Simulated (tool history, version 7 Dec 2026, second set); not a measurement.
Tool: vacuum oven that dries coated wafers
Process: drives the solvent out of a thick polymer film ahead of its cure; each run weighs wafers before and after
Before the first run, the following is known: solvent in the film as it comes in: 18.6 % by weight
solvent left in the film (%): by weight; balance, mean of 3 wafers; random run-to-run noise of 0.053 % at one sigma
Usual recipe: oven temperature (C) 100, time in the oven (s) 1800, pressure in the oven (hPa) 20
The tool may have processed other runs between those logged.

| run | hour | oven temperature (C) | time in the oven (s) | pressure in the oven (hPa) | solvent left in the film (%) |
|---|---|---|---|---|---|
| 1 | 0 | 100 | 1800 | 20 | 2.21 |
| 2 | 10 | 100 | 1800 | 20 | 2.1 |
| 3 | 18.5 | 100 | 1800 | 20 | 2.2 |
| 4 | 30.6 | 100 | 1800 | 20 | 2.1 |
| 5 | 44.1 | 100 | 1800 | 20 | 2.18 |
| 6 | 60.8 | 100 | 1800 | 20 | 2.1 |
| 7 | 75.5 | 112 | 1800 | 20 | 1.1 |
| 8 | 84.7 | 95 | 1800 | 20 | 3.24 |
| 9 | 94.8 | 95 | 1800 | 20 | 3.3 |
| 10 | 105.7 | 95 | 1800 | 35 | 4.57 |
| 11 | 114.4 | 95 | 1800 | 35 | 4.46 |
| 12 | 125.1 | 95 | 1800 | 35 | 4.47 |
| 13 | 135.4 | 95 | 1800 | 35 | 4.5 |
| 14 | 144.7 | 100 | 2880 | 20 | 1.77 |
| 15 | 155.3 | 100 | 1800 | 20 | 2.17 |
| 16 | 172.2 | 100 | 1800 | 20 | 2.14 |
| 17 | 184.4 | 100 | 1800 | 20 | 2.21 |
| 18 | 204.3 | 100 | 1800 | 20 | 2.13 |
| 19 | 222.5 | 100 | 1800 | 20 | 2.15 |
| 20 | 236.8 | 100 | 1800 | 20 | 2.12 |
| 21 | 253.3 | 100 | 1800 | 20 | 2.12 |
| 22 | 262.8 | 100 | 1800 | 12.3 | 1.6 |
| 23 | 274.9 | 98 | 1260 | 59.8 | 6.6 |
| 24 | 294 | 90 | 1920 | 40.2 | 6.47 |
| 25 | 315 | 112 | 1800 | 20 | 1.08 |
| 26 | 330 | 95 | 1260 | 20 | 4.41 |
| 27 | 346.6 | 95 | 2040 | 16.6 | 2.5 |
| 28 | 362.2 | 95 | 2040 | 16.6 | 2.46 |
| 29 | 377.6 | 100 | 3180 | 12.5 | 1.11 |
|  | 380.8 | oven's thermocouples calibrated |
| 30 | 393.5 | 97 | 2220 | 20 | 2.57 |
| 31 | 405.2 | 97 | 1980 | 22 | 3.07 |
| 32 | 421.1 | 97 | 1980 | 22 | 2.96 |
| 33 | 439.5 | 100 | 2040 | 19.3 | 2.16 |
| 34 | 453.7 | 87 | 1500 | 20 | 7.21 |
| 35 | 464.5 | 105 | 1800 | 19.4 | 1.62 |
| 36 | 475.7 | 100 | 1020 | 17.5 | 3.82 |
| 37 | 496.2 | 100 | 1020 | 17.5 | 3.79 |
| 38 | 505.2 | 100 | 1020 | 17.5 | 3.84 |

Expected results for the next run?
| 39 | 519.4 | 108 | 2460 | 23.2 | ? |

Run 39 measured solvent left in the film (%) 1.61.
Take away the tool's hidden state, keep the run-to-run variation as it was, and the same run would have given solvent left in the film (%) 1.54.

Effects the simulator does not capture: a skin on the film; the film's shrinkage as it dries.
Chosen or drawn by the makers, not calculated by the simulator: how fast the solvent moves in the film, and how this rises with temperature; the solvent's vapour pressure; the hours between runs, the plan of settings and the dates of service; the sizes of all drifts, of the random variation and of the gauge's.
